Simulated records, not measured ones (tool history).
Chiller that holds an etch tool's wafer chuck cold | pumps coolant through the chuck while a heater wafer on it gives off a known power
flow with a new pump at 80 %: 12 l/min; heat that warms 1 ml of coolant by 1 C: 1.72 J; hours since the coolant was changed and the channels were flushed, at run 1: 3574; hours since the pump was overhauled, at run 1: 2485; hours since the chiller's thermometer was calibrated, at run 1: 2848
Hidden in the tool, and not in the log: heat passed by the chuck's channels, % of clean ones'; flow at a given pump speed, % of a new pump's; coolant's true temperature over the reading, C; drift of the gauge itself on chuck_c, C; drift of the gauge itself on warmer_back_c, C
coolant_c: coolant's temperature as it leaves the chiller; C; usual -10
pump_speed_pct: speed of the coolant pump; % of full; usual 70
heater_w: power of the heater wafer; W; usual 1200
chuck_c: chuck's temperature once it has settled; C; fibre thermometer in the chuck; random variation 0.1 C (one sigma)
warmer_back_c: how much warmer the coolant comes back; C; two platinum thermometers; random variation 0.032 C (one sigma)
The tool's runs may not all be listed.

| run | day | coolant_c | pump_speed_pct | heater_w | hours since the coolant was changed and the channels were flushed | hours since the pump was overhauled | hours since the chiller's thermometer was calibrated | chuck_c | warmer_back_c |
|---|---|---|---|---|---|---|---|---|---|
| 1 | 0 | -10 | 70 | 1200 | 3574 | 2485 | 2848 | -1.1 | 4.03 |
| 2 | 5.658 | -10 | 70 | 1200 | 3709 | 2621 | 2984 | -1.1 | 4.05 |
| 3 | 9.379 | -10 | 70 | 1200 | 3799 | 2710 | 3073 | -1.3 | 4.04 |
| 4 | 13.05 | -10 | 70 | 1200 | 3887 | 2798 | 3161 | -1.3 | 4.03 |
| 5 | 16.838 | -10 | 70 | 1200 | 3978 | 2889 | 3252 | -1.1 | 4.01 |
|  | 17.458 | coolant changed, channels flushed |
| 6 | 19.708 | -10 | 70 | 1200 | 54 | 2952 | 3315 | -1.1 | 3.97 |
| 7 | 23.796 | -10 | 70 | 1200 | 152 | 3050 | 3413 | -1.1 | 4 |
| 8 | 28.088 | -10 | 70 | 1200 | 255 | 3153 | 3516 | -1.1 | 4.05 |
| 9 | 32.971 | -10 | 70 | 1200 | 372 | 3270 | 3633 | -1.2 | 4.04 |
| 10 | 36.721 | -10 | 70 | 1200 | 462 | 3360 | 3723 | -1.3 | 4.03 |
| 11 | 40.225 | -11 | 70 | 1200 | 546 | 3444 | 3807 | -2 | 4 |
| 12 | 43.175 | -10 | 70 | 1319 | 617 | 3515 | 3878 | -0.3 | 4.49 |
| 13 | 48.392 | -4 | 70 | 1200 | 742 | 3640 | 4003 | 4.7 | 4.07 |
| 14 | 51.833 | -10 | 71 | 1200 | 825 | 3723 | 4086 | -1.3 | 3.97 |
| 15 | 54.704 | -10 | 71 | 1200 | 894 | 3792 | 4155 | -1.5 | 3.87 |
| 16 | 59.238 | -14 | 70 | 702 | 1003 | 3901 | 4263 | -8.9 | 2.36 |
| 17 | 61.875 | -14 | 70 | 1124 | 1066 | 3964 | 4327 | -5.8 | 3.81 |
| 18 | 67.525 | -12 | 97 | 1377 | 1202 | 4099 | 4462 | -4.1 | 3.27 |
| 19 | 71.317 | -12 | 97 | 1377 | 1293 | 4190 | 4553 | -4 | 3.22 |
|  | 71.875 | chiller's thermometer calibrated |
| 20 | 76.262 | -12 | 65 | 1036 | 1410 | 4308 | 105 | -4 | 3.77 |

Run 21 comes next. What will it give?
| 21 | 81.762 | -12 | 65 | 1036 | 1542 | 4440 | 237 | ? | ? |

chuck_c: -4 C
warmer_back_c: 3.74 C
Without the tool's hidden state the same run would have given chuck_c -4 C, warmer_back_c 3.73 C.

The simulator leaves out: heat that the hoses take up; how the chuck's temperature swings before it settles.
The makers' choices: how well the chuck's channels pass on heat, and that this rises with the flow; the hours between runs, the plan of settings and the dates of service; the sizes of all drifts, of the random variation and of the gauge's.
